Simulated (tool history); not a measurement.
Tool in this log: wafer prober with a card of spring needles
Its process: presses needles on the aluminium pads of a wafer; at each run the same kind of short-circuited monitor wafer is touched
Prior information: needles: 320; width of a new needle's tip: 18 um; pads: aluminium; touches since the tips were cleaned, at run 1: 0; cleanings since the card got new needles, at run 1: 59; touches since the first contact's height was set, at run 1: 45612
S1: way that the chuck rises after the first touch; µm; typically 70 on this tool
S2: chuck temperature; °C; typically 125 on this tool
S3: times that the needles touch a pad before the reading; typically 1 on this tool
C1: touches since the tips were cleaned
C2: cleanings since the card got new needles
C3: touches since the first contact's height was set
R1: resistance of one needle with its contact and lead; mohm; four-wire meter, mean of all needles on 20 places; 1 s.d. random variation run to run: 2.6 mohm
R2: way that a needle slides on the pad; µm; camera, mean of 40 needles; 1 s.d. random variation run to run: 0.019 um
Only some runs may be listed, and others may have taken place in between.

{"run": 1, "hour": 0.0, "S1": 70, "S2": 125, "S3": 1, "C1": 0, "C2": 59, "C3": 45612, "R1": 317, "R2": 17.12}
{"hour": 11.5, "done": "tips cleaned on abrasive film"}
{"hour": 23.9, "done": "tips cleaned on abrasive film"}
{"run": 2, "hour": 29.1, "S1": 70, "S2": 125, "S3": 1, "C1": 1884, "C2": 61, "C3": 56067, "R1": 411, "R2": 17.01}
{"hour": 35.6, "done": "tips cleaned on abrasive film"}
{"hour": 46.1, "done": "tips cleaned on abrasive film"}
{"hour": 58.4, "done": "tips cleaned on abrasive film"}
{"run": 3, "hour": 59.5, "S1": 70, "S2": 125, "S3": 1, "C1": 382, "C2": 64, "C3": 66964, "R1": 332, "R2": 16.95}
{"hour": 69.6, "done": "tips cleaned on abrasive film"}
{"hour": 74.2, "done": "height of the first contact set anew"}
{"hour": 81.0, "done": "tips cleaned on abrasive film"}
{"run": 4, "hour": 85.8, "S1": 70, "S2": 125, "S3": 1, "C1": 1743, "C2": 66, "C3": 4170, "R1": 399, "R2": 17.21}
{"hour": 93.1, "done": "tips cleaned on abrasive film"}
{"hour": 104.6, "done": "tips cleaned on abrasive film"}
{"hour": 116.1, "done": "tips cleaned on abrasive film"}
{"run": 5, "hour": 116.1, "S1": 70, "S2": 125, "S3": 1, "C1": 0, "C2": 69, "C3": 15004, "R1": 319, "R2": 17.16}
{"hour": 127.3, "done": "tips cleaned on abrasive film"}
{"hour": 140.2, "done": "tips cleaned on abrasive film"}
{"run": 6, "hour": 148.8, "S1": 70, "S2": 125, "S3": 1, "C1": 3125, "C2": 71, "C3": 26785, "R1": 428, "R2": 17.16}
{"hour": 150.7, "done": "tips cleaned on abrasive film"}
{"hour": 156.0, "done": "tips cleaned on abrasive film, once more"}
{"hour": 167.7, "done": "tips cleaned on abrasive film"}
{"run": 7, "hour": 169.0, "S1": 70, "S2": 40, "S3": 1, "C1": 472, "C2": 74, "C3": 33979, "R1": 328, "R2": 17.13}
{"hour": 178.5, "done": "tips cleaned on abrasive film"}
{"run": 8, "hour": 187.9, "S1": 70, "S2": 125, "S3": 1, "C1": 3400, "C2": 75, "C3": 40776, "R1": 445, "R2": 17.08}
{"hour": 190.6, "done": "tips cleaned on abrasive film"}
{"hour": 203.4, "done": "tips cleaned on abrasive film"}
{"run": 9, "hour": 204.5, "S1": 70, "S2": 125, "S3": 1, "C1": 405, "C2": 77, "C3": 46723, "R1": 331, "R2": 17.03}
{"hour": 214.1, "done": "tips cleaned on abrasive film"}
{"hour": 227.0, "done": "tips cleaned on abrasive film"}
{"run": 10, "hour": 235.3, "S1": 70, "S2": 125, "S3": 1, "C1": 3023, "C2": 79, "C3": 57792, "R1": 445, "R2": 17.06}
{"hour": 237.7, "done": "tips cleaned on abrasive film"}
{"hour": 250.2, "done": "tips cleaned on abrasive film"}
{"hour": 261.6, "done": "tips cleaned on abrasive film"}
{"hour": 274.2, "done": "tips cleaned on abrasive film"}
{"hour": 274.5, "done": "height of the first contact set anew"}
{"run": 11, "hour": 274.5, "S1": 70, "S2": 125, "S3": 1, "C1": 0, "C2": 83, "C3": 0, "R1": 316, "R2": 17.23}
{"hour": 285.0, "done": "tips cleaned on abrasive film"}
{"hour": 297.5, "done": "tips cleaned on abrasive film"}
{"hour": 309.4, "done": "tips cleaned on abrasive film"}
{"run": 12, "hour": 309.4, "S1": 70, "S2": 125, "S3": 1, "C1": 0, "C2": 86, "C3": 12504, "R1": 316, "R2": 17.22}
{"hour": 321.4, "done": "tips cleaned on abrasive film"}
{"hour": 332.4, "done": "tips cleaned on abrasive film"}
{"run": 13, "hour": 337.4, "S1": 70, "S2": 125, "S3": 1, "C1": 1805, "C2": 88, "C3": 22566, "R1": 397, "R2": 17.18}
{"hour": 345.2, "done": "tips cleaned on abrasive film"}
{"hour": 357.3, "done": "tips cleaned on abrasive film"}
{"hour": 369.3, "done": "tips cleaned on abrasive film"}
{"run": 14, "hour": 376.2, "S1": 70, "S2": 125, "S3": 1, "C1": 2505, "C2": 91, "C3": 36497, "R1": 427, "R2": 17.13}
{"hour": 381.5, "done": "tips cleaned on abrasive film"}
{"hour": 393.3, "done": "tips cleaned on abrasive film"}
{"run": 15, "hour": 397.7, "S1": 53, "S2": 44, "S3": 1, "C1": 1593, "C2": 93, "C3": 44193, "R1": 457, "R2": 12.91}
{"hour": 405.5, "done": "tips cleaned on abrasive film"}
{"hour": 418.4, "done": "tips cleaned on abrasive film"}
{"hour": 431.2, "done": "tips cleaned on abrasive film"}
{"run": 16, "hour": 436.9, "S1": 70, "S2": 125, "S3": 2, "C1": 2055, "C2": 96, "C3": 58269, "R1": 365, "R2": 17.06}
{"hour": 442.1, "done": "tips cleaned on abrasive film"}
{"hour": 455.1, "done": "tips cleaned on abrasive film"}
{"hour": 466.1, "done": "tips cleaned on abrasive film"}
{"run": 17, "hour": 473.0, "S1": 87, "S2": 107, "S3": 2, "C1": 2511, "C2": 99, "C3": 71242, "R1": 342, "R2": 21.24}
{"hour": 475.9, "done": "height of the first contact set anew"}
{"hour": 478.6, "done": "tips cleaned on abrasive film"}
{"hour": 490.9, "done": "tips cleaned on abrasive film"}
{"run": 18, "hour": 494.6, "S1": 87, "S2": 107, "S3": 2, "C1": 1331, "C2": 101, "C3": 6692, "R1": 329, "R2": 21.41}
{"hour": 501.6, "done": "tips cleaned on abrasive film"}
{"hour": 513.6, "done": "tips cleaned on abrasive film"}
{"run": 19, "hour": 522.6, "S1": 70, "S2": 27, "S3": 1, "C1": 3243, "C2": 103, "C3": 16758, "R1": 446, "R2": 17.19}

Expected results for the next run?
{"hour": 525.3, "done": "tips cleaned on abrasive film"}
{"hour": 536.4, "done": "tips cleaned on abrasive film"}
{"hour": 549.4, "done": "tips cleaned on abrasive film"}
{"hour": 561.3, "done": "tips cleaned on abrasive film"}
{"run": 20, "hour": 561.3, "S1": 58, "S2": 38, "S3": 1, "C1": 0, "C2": 107, "C3": 30621, "R1": "?", "R2": "?"}

R1: 302 mohm
R2: 14.18 µm
With no hidden state in the tool, this same run would have given R1 279 mohm, R2 14.29 µm.
